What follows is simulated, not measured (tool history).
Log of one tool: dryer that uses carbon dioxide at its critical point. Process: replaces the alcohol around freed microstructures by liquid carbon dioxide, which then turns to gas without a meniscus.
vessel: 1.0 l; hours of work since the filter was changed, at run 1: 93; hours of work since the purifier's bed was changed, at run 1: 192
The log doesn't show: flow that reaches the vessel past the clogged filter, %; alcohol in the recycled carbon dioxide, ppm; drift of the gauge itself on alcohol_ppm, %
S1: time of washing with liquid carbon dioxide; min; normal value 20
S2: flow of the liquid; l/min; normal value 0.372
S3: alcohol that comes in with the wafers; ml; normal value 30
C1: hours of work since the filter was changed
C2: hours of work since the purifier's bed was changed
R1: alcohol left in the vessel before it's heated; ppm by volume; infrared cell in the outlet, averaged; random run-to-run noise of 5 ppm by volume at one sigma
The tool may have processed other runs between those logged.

Run 1, hour 0.0: usual settings; C1 93; C2 192. Result: R1 81 ppm by volume.
Run 2, hour 26.0: usual settings but S3 77 ml; C1 104; C2 203. Result: R1 123 ppm by volume.
Run 3, hour 74.9: usual settings but S2 0.235 l/min; C1 126; C2 225. Result: R1 393 ppm by volume.
Run 4, hour 97.8: usual settings but S2 0.235 l/min; C1 136; C2 235. Result: R1 395 ppm by volume.
Run 5, hour 121.9: usual settings but S2 0.595 l/min; C1 146; C2 245. Result: R1 62 ppm by volume.
Run 6, hour 163.7: usual settings but S3 60 ml; C1 164; C2 264. Result: R1 129 ppm by volume.
Run 7, hour 206.9: usual settings but S1 23 min, S3 60 ml; C1 183; C2 282. Result: R1 103 ppm by volume.
Run 8, hour 256.4: usual settings but S3 48 ml; C1 205; C2 304. Result: R1 135 ppm by volume.
Run 9, hour 305.3: usual settings but S1 16 min, S3 27 ml; C1 227; C2 326. Result: R1 193 ppm by volume.
Run 10, hour 354.7: usual settings but S2 0.343 l/min; C1 248; C2 347. Result: R1 146 ppm by volume.
Run 11, hour 396.0: usual settings but S1 15 min, S2 0.234 l/min, S3 77 ml; C1 266; C2 365. Result: R1 3044 ppm by volume.
Run 12, hour 423.0: usual settings but S1 13 min, S2 0.305 l/min, S3 48 ml; C1 278; C2 377. Result: R1 1304 ppm by volume.
Run 13, hour 454.3: usual settings but S2 0.450 l/min, S3 58 ml; C1 292; C2 391. Result: R1 126 ppm by volume.

Consider 4 possible next runs. They are alternatives, not a sequence: every one starts from the tool as it was left by run 13. What does each give?
Run A, hour 500.9: usual settings but S1 17 min, S2 0.416 l/min; C1 312; C2 411. Result: R1 ?.
Run B, hour 500.9: usual settings but S1 18 min, S2 0.450 l/min, S3 26 ml; C1 312; C2 411. Result: R1 ?.
Run C, hour 500.9: usual settings but S1 17 min, S2 0.279 l/min, S3 34 ml; C1 312; C2 411. Result: R1 ?.
Run D, hour 500.9: usual settings but S2 0.268 l/min, S3 58 ml; C1 312; C2 411. Result: R1 ?.

run   R1
  A  160
  B  134
  C  542
  D  526
Without the tool's hidden state the same runs would have given:
run   R1
  A   29
  B   16
  C  300
  D  277
